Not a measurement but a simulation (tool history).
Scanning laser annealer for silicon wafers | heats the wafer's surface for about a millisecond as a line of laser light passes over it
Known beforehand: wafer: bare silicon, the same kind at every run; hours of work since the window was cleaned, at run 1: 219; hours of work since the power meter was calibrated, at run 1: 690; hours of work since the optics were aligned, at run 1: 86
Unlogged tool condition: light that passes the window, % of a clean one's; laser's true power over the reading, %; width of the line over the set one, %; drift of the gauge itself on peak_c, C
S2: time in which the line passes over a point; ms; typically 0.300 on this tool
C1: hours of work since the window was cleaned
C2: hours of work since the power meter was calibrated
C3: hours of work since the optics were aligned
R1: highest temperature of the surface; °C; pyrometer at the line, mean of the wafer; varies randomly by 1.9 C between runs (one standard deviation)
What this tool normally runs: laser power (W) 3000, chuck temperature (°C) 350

Run 1, day 0.000: usual settings; C1 219; C2 690; C3 86. Result: R1 1091 °C.
Run 2, day 0.588: usual settings; C1 229; C2 699; C3 95. Result: R1 1086 °C.
Run 3, day 1.438: usual settings but S2 0.377 ms; C1 242; C2 713; C3 108. Result: R1 1184 °C.
Run 4, day 2.258: usual settings but laser power (W) 2925, S2 0.377 ms; C1 255; C2 726; C3 121. Result: R1 1155 °C.
Run 5, day 3.058: usual settings but chuck temperature (°C) 359; C1 268; C2 738; C3 134. Result: R1 1098 °C.
Run 6, day 4.200: usual settings but S2 0.266 ms; C1 286; C2 756; C3 152. Result: R1 1040 °C.
Run 7, day 5.275: usual settings but S2 0.375 ms; C1 303; C2 773; C3 169. Result: R1 1177 °C.
Run 8, day 6.229: usual settings; C1 318; C2 788; C3 184. Result: R1 1082 °C.
Run 9, day 7.271: usual settings; C1 335; C2 805; C3 201. Result: R1 1079 °C.
Run 10, day 8.275: usual settings; C1 351; C2 821; C3 217. Result: R1 1086 °C.
Run 11, day 9.317: usual settings; C1 367; C2 837; C3 233. Result: R1 1084 °C.
Run 12, day 10.504: usual settings; C1 386; C2 856; C3 252. Result: R1 1079 °C.
Run 13, day 11.362: usual settings; C1 399; C2 870; C3 266. Result: R1 1081 °C.
Run 14, day 12.104: usual settings but S2 0.289 ms; C1 411; C2 881; C3 277. Result: R1 1065 °C.
Run 15, day 12.783: usual settings; C1 422; C2 892; C3 288. Result: R1 1078 °C.
Run 16, day 13.558: usual settings; C1 434; C2 904; C3 300. Result: R1 1073 °C.
Run 17, day 14.362: usual settings; C1 447; C2 917; C3 313. Result: R1 1074 °C.
Run 18, day 15.229: usual settings; C1 461; C2 931; C3 327. Result: R1 1073 °C.
Run 19, day 16.262: usual settings but S2 0.217 ms; C1 477; C2 947; C3 343. Result: R1 962 °C.
At day 17.046: window over the wafer cleaned.
Run 20, day 17.433: usual settings but laser power (W) 2887, chuck temperature (°C) 341; C1 6; C2 965; C3 360. Result: R1 1060 °C.
Run 21, day 18.242: usual settings but laser power (W) 2887, chuck temperature (°C) 341; C1 19; C2 977; C3 373. Result: R1 1059 °C.
Run 22, day 19.254: usual settings but laser power (W) 2887, chuck temperature (°C) 341; C1 35; C2 993; C3 389. Result: R1 1058 °C.
Run 23, day 20.192: usual settings but laser power (W) 3114, S2 0.303 ms, chuck temperature (°C) 378; C1 50; C2 1008; C3 404. Result: R1 1155 °C.
Run 24, day 21.375: usual settings but laser power (W) 3114, S2 0.303 ms, chuck temperature (°C) 378; C1 69; C2 1027; C3 423. Result: R1 1151 °C.
Run 25, day 22.625: usual settings but S2 0.337 ms; C1 88; C2 1047; C3 442. Result: R1 1139 °C.
Run 26, day 23.333: usual settings but S2 0.270 ms; C1 100; C2 1058; C3 454. Result: R1 1051 °C.
Run 27, day 24.238: usual settings but S2 0.270 ms; C1 114; C2 1072; C3 468. Result: R1 1053 °C.
Run 28, day 25.012: usual settings but laser power (W) 3222, S2 0.370 ms; C1 126; C2 1084; C3 480. Result: R1 1231 °C.
Run 29, day 26.054: usual settings but laser power (W) 2986, S2 0.251 ms, chuck temperature (°C) 333; C1 143; C2 1101; C3 497. Result: R1 1003 °C.
Run 30, day 26.575: usual settings but laser power (W) 2880, S2 0.220 ms; C1 151; C2 1109; C3 505. Result: R1 953 °C.
Run 31, day 27.092: usual settings but laser power (W) 2880, S2 0.220 ms; C1 159; C2 1117; C3 513. Result: R1 955 °C.
Run 32, day 28.162: usual settings but laser power (W) 2880, S2 0.220 ms, chuck temperature (°C) 377; C1 176; C2 1134; C3 530. Result: R1 980 °C.
Run 33, day 29.075: usual settings but laser power (W) 3164, S2 0.284 ms, chuck temperature (°C) 363; C1 190; C2 1149; C3 545. Result: R1 1113 °C.
Run 34, day 30.300: usual settings but laser power (W) 3164, S2 0.284 ms, chuck temperature (°C) 363; C1 210; C2 1168; C3 564. Result: R1 1116 °C.
Run 35, day 31.421: usual settings but S2 0.241 ms, chuck temperature (°C) 321; C1 228; C2 1186; C3 582. Result: R1 974 °C.
Run 36, day 32.400: usual settings but chuck temperature (°C) 372; C1 243; C2 1201; C3 597. Result: R1 1101 °C.
Run 37, day 33.508: usual settings but chuck temperature (°C) 372; C1 261; C2 1219; C3 615. Result: R1 1100 °C.
Run 38, day 34.538: usual settings but laser power (W) 3153, S2 0.275 ms, chuck temperature (°C) 339; C1 277; C2 1235; C3 631. Result: R1 1072 °C.

Here are 5 independent what-if runs from the current tool condition. What would each one return?
Run A, day 35.338: usual settings but laser power (W) 2877, S2 0.275 ms, chuck temperature (°C) 339; C1 290; C2 1248; C3 644. Result: R1 ?.
Run B, day 35.338: usual settings but laser power (W) 2688, S2 0.275 ms, chuck temperature (°C) 338; C1 290; C2 1248; C3 644. Result: R1 ?.
Run C, day 35.338: usual settings but laser power (W) 3153, S2 0.275 ms, chuck temperature (°C) 372; C1 290; C2 1248; C3 644. Result: R1 ?.
Run D, day 35.338: usual settings but laser power (W) 2950, S2 0.232 ms, chuck temperature (°C) 386; C1 290; C2 1248; C3 644. Result: R1 ?.
Run E, day 35.338: usual settings but laser power (W) 3096, S2 0.326 ms, chuck temperature (°C) 339; C1 290; C2 1248; C3 644. Result: R1 ?.

run    R1
  A  1008
  B   964
  C  1100
  D  1012
  E  1120
Stripped of hidden state, with their random variation kept, the same runs would have yielded:
run    R1
  A  1034
  B   989
  C  1128
  D  1036
  E  1150
